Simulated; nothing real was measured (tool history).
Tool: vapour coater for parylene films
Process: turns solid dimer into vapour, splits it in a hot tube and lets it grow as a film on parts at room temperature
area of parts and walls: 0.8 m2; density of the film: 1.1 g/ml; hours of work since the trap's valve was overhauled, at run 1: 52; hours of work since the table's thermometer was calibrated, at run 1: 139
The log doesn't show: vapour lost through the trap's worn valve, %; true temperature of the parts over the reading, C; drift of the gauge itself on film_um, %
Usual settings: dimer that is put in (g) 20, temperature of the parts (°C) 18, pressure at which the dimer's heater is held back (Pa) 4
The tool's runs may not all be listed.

run,hour,dimer that is put in (g),temperature of the parts (°C),pressure at which the dimer's heater is held back (Pa),hours of work since the trap's valve was overhauled,hours of work since the table's thermometer was calibrated,thickness of the film (um)
1,0,20,18,4,52,139,11.19
2,21.1,20,18,4,71,157,11.18
3,41.3,20,18,4,89,176,11.25
4,50.7,20,18,4,98,184,11.11
5,63,20,18,4,109,195,11.25
6,84.3,20,18,4,128,214,11.2
7,101.3,20,18,4,143,229,10.98
8,118.4,10,18,4,158,245,5.56
9,136.6,10,18,4,175,261,5.52
10,146.6,16,18,4,184,270,8.82
11,157,16,18,4,193,279,8.82
12,171.5,20,18,8.26,206,292,10.49
13,190.2,20,18,8.26,223,309,10.43
14,208.8,31,18,4,239,326,16.91
15,224,22,18,4,253,339,12.17
16,240.2,20,18,4,268,354,11.01
17,260.1,20,18,4,285,372,10.98
18,281.4,20,18,4,304,391,10.94
19,295.3,20,18,4,317,403,10.89
20,304.8,20,18,4,325,412,11.06
21,317.1,20,13,4,336,423,13.01
22,337.2,20,13,4,354,441,12.95
23,350.6,20,13,4,366,453,13.01
# hour 353.4: table's thermometer calibrated
24,363.7,14,13,8.67,377,9,8.63
25,379.6,9,18,10.36,391,23,4.68
26,392.7,10,11,10.36,403,35,6.53
27,403.6,12,22,9.9,413,45,5.4
28,413.6,9,16,10.15,422,54,4.97
29,431.7,30,11,2.25,438,70,21.88
# hour 439.6: table's thermometer calibrated, once more
30,450.8,30,11,2.25,454,10,21
31,469.9,19,11,9.95,471,27,11.93
32,485.6,11,15,3.09,485,41,6.51
33,501,11,15,3.09,499,55,6.47
34,519.1,11,15,3.09,515,71,6.48
35,530.3,15,15,3.26,526,81,8.79
36,546,15,15,3.26,540,95,8.84
37,564.8,10,19,3.43,556,112,5.07
# hour 570.6: trap's valve overhauled
38,586.2,20,30,3.26,14,128,7.4
39,601.8,33,11,2.03,28,142,24.72
40,620.5,32,17,5.34,45,158,17.9
41,640.9,32,24,7.14,63,177,13.79
42,650.2,28,21,3.02,71,185,14.2
43,662.2,27,22,9.2,82,196,12.27
44,682.6,27,22,9.2,100,214,12.31
45,701.6,27,22,9.2,117,231,12.31
46,711.6,16,28,3.88,126,240,6.23

3 ways to go on from here, each from the tool as it stands after run 46. What would each give?
A,724.3,33,18,2.32,138,251,?
B,724.3,16,18,3.92,138,251,?
C,724.3,10,23,4.65,138,251,?

run,thickness of the film (um)
A,18.87
B,8.8
C,4.55
Without the tool's hidden state the same runs would have given:
run,thickness of the film (um)
A,19.14
B,8.93
C,4.61
